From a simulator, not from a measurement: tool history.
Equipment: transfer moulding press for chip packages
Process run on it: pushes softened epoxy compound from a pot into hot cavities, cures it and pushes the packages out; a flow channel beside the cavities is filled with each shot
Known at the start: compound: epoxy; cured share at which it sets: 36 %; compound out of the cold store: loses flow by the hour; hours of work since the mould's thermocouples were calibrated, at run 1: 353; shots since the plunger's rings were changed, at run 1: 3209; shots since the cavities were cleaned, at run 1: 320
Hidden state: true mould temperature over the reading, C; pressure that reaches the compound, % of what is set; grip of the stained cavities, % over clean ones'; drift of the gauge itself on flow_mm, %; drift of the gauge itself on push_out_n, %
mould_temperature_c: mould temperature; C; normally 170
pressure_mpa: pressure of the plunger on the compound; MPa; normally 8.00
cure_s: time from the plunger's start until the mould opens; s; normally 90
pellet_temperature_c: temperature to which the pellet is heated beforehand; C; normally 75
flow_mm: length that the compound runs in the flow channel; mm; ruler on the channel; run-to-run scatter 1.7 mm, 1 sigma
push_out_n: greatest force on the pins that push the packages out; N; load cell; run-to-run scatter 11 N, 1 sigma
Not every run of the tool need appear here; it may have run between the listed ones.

run   hour  mould_temperature_c  pressure_mpa  cure_s  pellet_temperature_c  hours of work since the mould's thermocouples were calibrated  shots since the plunger's rings were changed  shots since the cavities were cleaned  incoming compound's hours out of the cold store  flow_mm  push_out_n
  1    0.0                  170          8.00      90                    75                                                            353                                          3209                                    320                                             13.2      884         894
  2    6.9                  170          8.00      90                    75                                                            358                                          3308                                    419                                             46.6      780         905
       9.3  -- cavities cleaned with cleaning compound and waxed
  3   22.6                  170          8.00      90                    75                                                            368                                          3510                                    189                                              9.1      893         802
      35.6  -- plunger's sealing rings changed
  4   37.0                  170          8.00      90                    75                                                            377                                            20                                    358                                             29.8      848         880
      43.9  -- cavities cleaned with cleaning compound and waxed
  5   51.6                  170          7.16      90                    75                                                            386                                           206                                    110                                             18.3      835         689
  6   58.5                  170          8.00      90                    75                                                            391                                           303                                    207                                             21.6      868         793
  7   68.0                  170          8.00      90                    75                                                            398                                           439                                    343                                             24.3      862         910
      76.4  -- cavities cleaned with cleaning compound and waxed
  8   80.4                  170          8.00      90                    75                                                            406                                           594                                     58                                             20.7      867         591
  9   87.0                  170          8.00      90                    75                                                            410                                           688                                    152                                             44.6      801         716
 10   98.9                  170          8.00      90                    75                                                            419                                           858                                    322                                             34.5      825         831
     109.1  -- cavities cleaned with cleaning compound and waxed
 11  111.8                  170          8.00      90                    75                                                            427                                          1019                                     39                                             16.9      877         569
 12  118.5                  170          8.00      90                    75                                                            432                                          1113                                    133                                             47.8      786         674
     121.6  -- mould's thermocouples calibrated
 13  134.7                  170          8.00      90                    75                                                              9                                          1316                                    336                                             21.7      860         861
     143.3  -- cavities cleaned with cleaning compound and waxed
 14  149.3                  170          8.00      90                    75                                                             19                                          1503                                     86                                             35.6      822         632
     155.1  -- mould's thermocouples calibrated, once more
 15  166.5                  170          8.00      90                    71                                                              8                                          1719                                    302                                             17.9      877         835
     177.0  -- cavities cleaned with cleaning compound and waxed
 16  180.4                  173          6.57     129                    75                                                             17                                          1895                                     48                                             34.5      739         506
 17  188.4                  166          7.81     129                    75                                                             23                                          2008                                    161                                             16.1      877         630
 18  198.6                  166          7.81     129                    75                                                             30                                          2153                                    306                                             42.4      800         757
     208.9  -- cavities cleaned with cleaning compound and waxed
 19  208.9                  166          7.81     129                    75                                                             36                                          2278                                      0                                             23.8      852         458
 20  215.6                  166          7.81     129                    75                                                             41                                          2374                                     96                                             41.4      803         578
 21  229.2                  174          8.84     103                    71                                                             51                                          2566                                    288                                             17.9      902         743
     241.4  -- cavities cleaned with cleaning compound and waxed
 22  241.4                  170          8.00     108                    75                                                             58                                          2719                                      0                                             28.9      834         460
 23  248.9                  164          6.29      87                    68                                                             64                                          2825                                    106                                             21.1      779        1065
 24  259.6                  164          6.29      87                    68                                                             71                                          2978                                    259                                             39.1      727        1215
 25  267.0                  164          6.29      87                    68                                                             77                                          3083                                    364                                             26.6      764        1341
     273.6  -- cavities cleaned with cleaning compound and waxed
 26  280.6                  164          6.29      87                    68                                                             85                                          3256                                    101                                             27.0      758         976
 27  292.1                  170          9.95      90                    66                                                             93                                          3419                                    264                                             36.9      900         850

Alternative continuations, all from the tool just after run 27; predict every row:
     305.8  -- cavities cleaned with cleaning compound and waxed
  A  308.5                  168          8.00      90                    75                                                            104                                          3631                                     39                                             31.5        ?           ?
     305.8  -- cavities cleaned with cleaning compound and waxed
  B  308.5                  170          6.32     106                    70                                                            104                                          3631                                     39                                              8.7        ?           ?
     305.8  -- cavities cleaned with cleaning compound and waxed
  C  308.5                  174          9.95      90                    75                                                            104                                          3631                                     39                                             37.9        ?           ?
     305.8  -- cavities cleaned with cleaning compound and waxed
  D  308.5                  173          9.95      90                    66                                                            104                                          3631                                     39                                             17.8        ?           ?
     305.8  -- cavities cleaned with cleaning compound and waxed
  E  308.5                  165          8.00     100                    72                                                            104                                          3631                                     39                                             47.5        ?           ?

run  flow_mm  push_out_n
  A      827         634
  B      796         507
  C      884         515
  D      953         538
  E      786         591
Without the tool's unlogged condition, the same runs would have read:
run  flow_mm  push_out_n
  A      850         572
  B      817         452
  C      908         459
  D      979         481
  E      808         532
